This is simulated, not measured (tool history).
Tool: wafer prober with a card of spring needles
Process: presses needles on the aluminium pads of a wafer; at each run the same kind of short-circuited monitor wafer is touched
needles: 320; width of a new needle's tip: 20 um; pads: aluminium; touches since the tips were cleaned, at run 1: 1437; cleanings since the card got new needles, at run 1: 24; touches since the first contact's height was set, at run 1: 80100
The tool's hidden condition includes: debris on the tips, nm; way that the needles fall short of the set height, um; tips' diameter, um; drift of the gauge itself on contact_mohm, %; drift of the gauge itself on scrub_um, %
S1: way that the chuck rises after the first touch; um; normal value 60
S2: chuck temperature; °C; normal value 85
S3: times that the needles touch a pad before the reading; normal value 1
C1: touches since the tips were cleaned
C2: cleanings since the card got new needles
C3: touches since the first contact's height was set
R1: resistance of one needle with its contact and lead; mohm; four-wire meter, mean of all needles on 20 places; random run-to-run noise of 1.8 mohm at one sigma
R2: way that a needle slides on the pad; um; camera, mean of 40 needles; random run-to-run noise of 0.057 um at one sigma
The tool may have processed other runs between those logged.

| run | hour | S1 | S2 | S3 | C1 | C2 | C3 | R1 | R2 |
|---|---|---|---|---|---|---|---|---|---|
| 1 | 0.0 | 60 | 85 | 1 | 1437 | 24 | 80100 | 191 | 9.85 |
|  | 4.4 | tips cleaned on abrasive film |
| 2 | 5.3 | 60 | 85 | 1 | 347 | 25 | 82150 | 189 | 9.90 |
| 3 | 9.3 | 60 | 95 | 1 | 1910 | 25 | 83713 | 195 | 9.80 |
|  | 12.3 | tips cleaned on abrasive film |
| 4 | 16.4 | 60 | 95 | 1 | 1607 | 26 | 86478 | 197 | 9.92 |
|  | 20.3 | tips cleaned on abrasive film |
| 5 | 25.7 | 60 | 85 | 1 | 2130 | 27 | 90091 | 191 | 9.85 |
|  | 28.7 | tips cleaned on abrasive film |
| 6 | 35.1 | 60 | 85 | 1 | 2533 | 28 | 93757 | 194 | 9.96 |
|  | 36.4 | tips cleaned on abrasive film |
| 7 | 42.3 | 60 | 85 | 1 | 2291 | 29 | 96531 | 193 | 9.78 |
|  | 44.9 | tips cleaned on abrasive film |
| 8 | 48.2 | 60 | 48 | 1 | 1303 | 30 | 98826 | 184 | 9.87 |
|  | 52.8 | tips cleaned on abrasive film |
| 9 | 55.4 | 60 | 48 | 1 | 1022 | 31 | 101609 | 181 | 9.73 |
|  | 60.5 | tips cleaned on abrasive film |
| 10 | 65.0 | 60 | 48 | 1 | 1734 | 32 | 105334 | 184 | 9.74 |
|  | 68.7 | tips cleaned on abrasive film |
| 11 | 69.9 | 60 | 85 | 1 | 464 | 33 | 107233 | 193 | 9.74 |
|  | 76.6 | tips cleaned on abrasive film |
| 12 | 79.6 | 60 | 85 | 1 | 1201 | 34 | 111028 | 194 | 9.62 |
|  | 84.5 | tips cleaned on abrasive film |
| 13 | 86.8 | 74 | 85 | 1 | 896 | 35 | 113799 | 189 | 11.94 |
|  | 92.3 | tips cleaned on abrasive film |
| 14 | 92.3 | 60 | 72 | 1 | 0 | 36 | 115934 | 189 | 9.65 |
|  | 98.6 | height of the first contact set anew |
|  | 100.4 | tips cleaned on abrasive film |
| 15 | 101.3 | 60 | 72 | 1 | 330 | 37 | 1005 | 190 | 9.78 |
|  | 108.2 | tips cleaned on abrasive film |
| 16 | 110.7 | 60 | 72 | 1 | 999 | 38 | 4681 | 191 | 9.68 |
|  | 116.1 | tips cleaned on abrasive film |
| 17 | 120.3 | 60 | 72 | 1 | 1638 | 39 | 8388 | 189 | 9.69 |
|  | 124.1 | tips cleaned on abrasive film |
| 18 | 124.5 | 48 | 36 | 2 | 133 | 40 | 10009 | 186 | 7.71 |
|  | 127.4 | gauge calibrated |
| 19 | 128.9 | 72 | 85 | 2 | 1858 | 40 | 11734 | 188 | 11.89 |
|  | 132.1 | tips cleaned on abrasive film |
| 20 | 137.0 | 45 | 85 | 2 | 1938 | 41 | 14898 | 200 | 7.47 |
|  | 140.2 | tips cleaned on abrasive film |
| 21 | 141.2 | 45 | 85 | 2 | 388 | 42 | 16501 | 201 | 7.35 |
| 22 | 146.0 | 45 | 85 | 2 | 2299 | 42 | 18412 | 200 | 7.33 |
|  | 148.2 | tips cleaned on abrasive film |
| 23 | 151.4 | 45 | 85 | 2 | 1258 | 43 | 20468 | 198 | 7.44 |
|  | 156.2 | tips cleaned on abrasive film |
| 24 | 156.2 | 60 | 83 | 1 | 0 | 44 | 22344 | 193 | 9.87 |
| 25 | 162.5 | 60 | 60 | 1 | 2470 | 44 | 24814 | 189 | 9.82 |
|  | 164.5 | tips cleaned on abrasive film |
| 26 | 168.9 | 60 | 60 | 1 | 1750 | 45 | 27302 | 189 | 9.74 |
|  | 172.9 | tips cleaned on abrasive film |
| 27 | 178.5 | 60 | 60 | 1 | 2217 | 46 | 31040 | 184 | 9.82 |
|  | 180.7 | tips cleaned on abrasive film |
| 28 | 182.7 | 60 | 60 | 1 | 783 | 47 | 32641 | 188 | 9.76 |
|  | 188.9 | tips cleaned on abrasive film |
| 29 | 191.9 | 60 | 74 | 1 | 1178 | 48 | 36202 | 189 | 9.73 |
|  | 197.1 | tips cleaned on abrasive film |
| 30 | 197.2 | 44 | 92 | 1 | 58 | 49 | 38262 | 200 | 7.13 |
|  | 204.8 | tips cleaned on abrasive film |
| 31 | 205.4 | 47 | 85 | 1 | 239 | 50 | 41445 | 199 | 7.56 |
| 32 | 209.5 | 47 | 85 | 1 | 1839 | 50 | 43045 | 197 | 7.65 |
|  | 212.6 | tips cleaned on abrasive film |
| 33 | 217.8 | 47 | 85 | 1 | 2037 | 51 | 46288 | 200 | 7.63 |

3 options for the next run, each taken on its own from the tool as it stands now. Forecast them:
|  | 220.8 | tips cleaned on abrasive film |
| A | 222.3 | 42 | 110 | 2 | 622 | 52 | 48033 | ? | ? |
|  | 220.8 | tips cleaned on abrasive film |
| B | 222.3 | 60 | 91 | 1 | 622 | 52 | 48033 | ? | ? |
|  | 220.8 | tips cleaned on abrasive film |
| C | 222.3 | 62 | 33 | 3 | 622 | 52 | 48033 | ? | ? |

| run | R1 | R2 |
|---|---|---|
| A | 205 | 6.82 |
| B | 196 | 9.64 |
| C | 179 | 10.09 |
Had the tool no hidden state, the same runs would have come out as:
| run | R1 | R2 |
|---|---|---|
| A | 205 | 6.98 |
| B | 195 | 9.85 |
| C | 179 | 10.32 |
